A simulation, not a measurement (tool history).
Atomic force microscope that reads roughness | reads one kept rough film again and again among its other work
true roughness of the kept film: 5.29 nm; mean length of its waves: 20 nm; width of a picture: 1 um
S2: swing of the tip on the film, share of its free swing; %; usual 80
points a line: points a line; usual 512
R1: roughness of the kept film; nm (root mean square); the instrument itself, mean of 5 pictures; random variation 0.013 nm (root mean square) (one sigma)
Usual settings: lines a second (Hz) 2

Run 1, day 0: usual settings. Result: R1 2.992 nm (root mean square).
At day 0.204: new tip fitted.
Run 2, day 0.454: usual settings. Result: R1 3.015 nm (root mean square).
Run 3, day 0.904: usual settings but points a line 556. Result: R1 3.025 nm (root mean square).
Run 4, day 1.35: usual settings but points a line 556. Result: R1 3.001 nm (root mean square).
Run 5, day 1.696: usual settings but lines a second (Hz) 3.92, points a line 556. Result: R1 2.694 nm (root mean square).
Run 6, day 2.138: usual settings but lines a second (Hz) 3.92, points a line 556. Result: R1 2.685 nm (root mean square).
Run 7, day 2.867: usual settings but lines a second (Hz) 3.92, S2 59 %, points a line 556. Result: R1 3.151 nm (root mean square).
Run 8, day 3.296: usual settings but lines a second (Hz) 3.92, S2 59 %, points a line 556. Result: R1 3.161 nm (root mean square).
At day 3.458: new tip fitted.
Run 9, day 4.029: usual settings but lines a second (Hz) 3.92, S2 59 %, points a line 556. Result: R1 3.148 nm (root mean square).
Run 10, day 4.688: usual settings but lines a second (Hz) 3.92, S2 59 %, points a line 556. Result: R1 3.176 nm (root mean square).
Run 11, day 5.129: usual settings but S2 66 %. Result: R1 3.196 nm (root mean square).
Run 12, day 5.762: usual settings but S2 66 %. Result: R1 3.188 nm (root mean square).
Run 13, day 6.442: usual settings but S2 66 %, points a line 274. Result: R1 3.142 nm (root mean square).
At day 6.742: new tip fitted.
Run 14, day 7.079: usual settings. Result: R1 3.012 nm (root mean square).
Run 15, day 7.458: usual settings. Result: R1 2.986 nm (root mean square).
Run 16, day 7.833: usual settings. Result: R1 3.019 nm (root mean square).
Run 17, day 8.492: usual settings. Result: R1 2.994 nm (root mean square).
Run 18, day 9.188: usual settings. Result: R1 2.995 nm (root mean square).
Run 19, day 9.725: usual settings but lines a second (Hz) 1.05, points a line 789. Result: R1 3.21 nm (root mean square).
At day 10.021: new tip fitted.
Run 20, day 10.217: usual settings but lines a second (Hz) 1.05, points a line 789. Result: R1 3.209 nm (root mean square).
Run 21, day 10.583: usual settings but lines a second (Hz) 1.05, points a line 789. Result: R1 3.22 nm (root mean square).
Run 22, day 11.096: usual settings but S2 60 %, points a line 263. Result: R1 3.192 nm (root mean square).
Run 23, day 11.812: usual settings but points a line 745. Result: R1 3.006 nm (root mean square).
Run 24, day 12.338: usual settings but lines a second (Hz) 0.82, S2 65 %. Result: R1 3.361 nm (root mean square).
Run 25, day 12.962: usual settings but lines a second (Hz) 0.81, S2 82 %, points a line 378. Result: R1 3.21 nm (root mean square).
At day 13.25: new tip fitted.
Run 26, day 13.662: usual settings but lines a second (Hz) 0.81, S2 82 %, points a line 378. Result: R1 3.213 nm (root mean square).
Run 27, day 14.042: usual settings but S2 73 %. Result: R1 3.147 nm (root mean square).
Run 28, day 14.383: usual settings but lines a second (Hz) 2.31, S2 71 %, points a line 370. Result: R1 3.084 nm (root mean square).
Run 29, day 15.121: usual settings but lines a second (Hz) 3.38, S2 67 %. Result: R1 3.076 nm (root mean square).
Run 30, day 15.783: usual settings but lines a second (Hz) 2.32, S2 59 %, points a line 354. Result: R1 3.224 nm (root mean square).
Run 31, day 16.442: usual settings but lines a second (Hz) 2.48, S2 62 %, points a line 359. Result: R1 3.205 nm (root mean square).
At day 16.521: new tip fitted.
Run 32, day 17.125: usual settings but lines a second (Hz) 1.02, S2 79 %, points a line 367. Result: R1 3.167 nm (root mean square).
Run 33, day 17.638: usual settings but lines a second (Hz) 0.51, points a line 599. Result: R1 3.329 nm (root mean square).
Run 34, day 18.096: usual settings but lines a second (Hz) 0.51, points a line 599. Result: R1 3.35 nm (root mean square).
Run 35, day 18.567: usual settings but lines a second (Hz) 0.51, S2 75 %, points a line 687. Result: R1 3.36 nm (root mean square).

Measured less the same run without the tool's hidden state. The same run-to-run variation is in both; the gauge's scatter may not be:
The hidden state here: radius of the tip, nm; height scale over the true one, %; drift of the gauge itself on roughness_nm, %.
run      R1
  1  -0.019
  2  -0.002
  3  -0.005
  4  -0.008
  5  -0.009
  6  -0.012
  7  -0.017
  8   -0.02
  9  -0.004
 10  -0.008
 11   -0.01
 12  -0.015
 13  -0.019
 14  -0.003
 15  -0.005
 16  -0.007
 17  -0.012
 18  -0.016
 19   -0.02
 20  -0.002
 21  -0.004
 22  -0.007
 23  -0.012
 24  -0.017
 25   -0.02
 26  -0.003
 27  -0.005
 28  -0.008
 29  -0.012
 30  -0.018
 31  -0.021
 32  -0.005
 33  -0.008
 34  -0.012
 35  -0.014
